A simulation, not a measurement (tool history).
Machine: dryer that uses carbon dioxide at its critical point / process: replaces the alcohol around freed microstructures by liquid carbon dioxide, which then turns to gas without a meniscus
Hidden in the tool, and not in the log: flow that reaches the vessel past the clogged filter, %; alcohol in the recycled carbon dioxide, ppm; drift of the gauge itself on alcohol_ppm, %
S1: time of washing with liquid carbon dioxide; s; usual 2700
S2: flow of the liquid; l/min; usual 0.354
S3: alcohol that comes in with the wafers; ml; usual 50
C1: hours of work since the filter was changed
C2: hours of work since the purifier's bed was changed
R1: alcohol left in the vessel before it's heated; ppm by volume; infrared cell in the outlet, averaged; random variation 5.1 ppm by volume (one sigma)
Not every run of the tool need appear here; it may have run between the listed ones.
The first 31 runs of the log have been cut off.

Run 32, day 32.833: usual settings but S1 1980 s, S2 0.308 l/min, S3 67 ml; C1 81; C2 73. Result: R1 1008 ppm by volume.
Run 33, day 33.896: usual settings but S1 1980 s, S2 0.561 l/min; C1 99; C2 91. Result: R1 60 ppm by volume.
Run 34, day 35.196: usual settings but S3 85 ml; C1 121; C2 113. Result: R1 203 ppm by volume.
Run 35, day 36.312: usual settings but S3 35 ml; C1 140; C2 132. Result: R1 99 ppm by volume.
Run 36, day 37.254: usual settings but S1 3960 s, S2 0.25 l/min, S3 77 ml; C1 156; C2 148. Result: R1 201 ppm by volume.
At day 37.458: inlet filter changed.
Run 37, day 37.95: usual settings but S1 3960 s, S2 0.393 l/min, S3 77 ml; C1 8; C2 159. Result: R1 45 ppm by volume.
Run 38, day 39.15: usual settings but S1 2280 s, S2 0.351 l/min, S3 40 ml; C1 29; C2 180. Result: R1 191 ppm by volume.
Run 39, day 40.621: usual settings but S2 0.299 l/min, S3 57 ml; C1 54; C2 205. Result: R1 294 ppm by volume.
Run 40, day 41.267: usual settings but S1 3000 s, S2 0.239 l/min, S3 39 ml; C1 65; C2 216. Result: R1 343 ppm by volume.
Run 41, day 42.579: usual settings but S1 3000 s, S2 0.239 l/min, S3 39 ml; C1 87; C2 238. Result: R1 361 ppm by volume.
Run 42, day 43.562: usual settings but S3 36 ml; C1 104; C2 255. Result: R1 116 ppm by volume.
Run 43, day 44.388: usual settings but S3 99 ml; C1 118; C2 269. Result: R1 247 ppm by volume.
Run 44, day 45.129: usual settings but S2 0.555 l/min, S3 101 ml; C1 130; C2 281. Result: R1 59 ppm by volume.
Run 45, day 45.754: usual settings but S2 0.555 l/min, S3 101 ml; C1 141; C2 292. Result: R1 52 ppm by volume.
At day 46.9: inlet filter changed.
Run 46, day 47.242: usual settings but S2 0.555 l/min, S3 69 ml; C1 6; C2 317. Result: R1 65 ppm by volume.

Consider 3 possible next runs. They are alternatives, not a sequence: every one starts from the tool as it was left by run 46. What does each give?
Run A, day 48.021: usual settings but S1 2100 s, S2 0.223 l/min, S3 69 ml; C1 19; C2 330. Result: R1 ?.
Run B, day 48.021: usual settings but S1 3600 s, S2 0.555 l/min, S3 69 ml; C1 19; C2 330. Result: R1 ?.
Run C, day 48.021: usual settings but S1 1620 s, S2 0.216 l/min, S3 79 ml; C1 19; C2 330. Result: R1 ?.

run    R1
  A  2215
  B    59
  C  5011
With the hidden condition removed and each run's random variation left untouched, the same runs would have given:
run    R1
  A  2068
  B     4
  C  4799

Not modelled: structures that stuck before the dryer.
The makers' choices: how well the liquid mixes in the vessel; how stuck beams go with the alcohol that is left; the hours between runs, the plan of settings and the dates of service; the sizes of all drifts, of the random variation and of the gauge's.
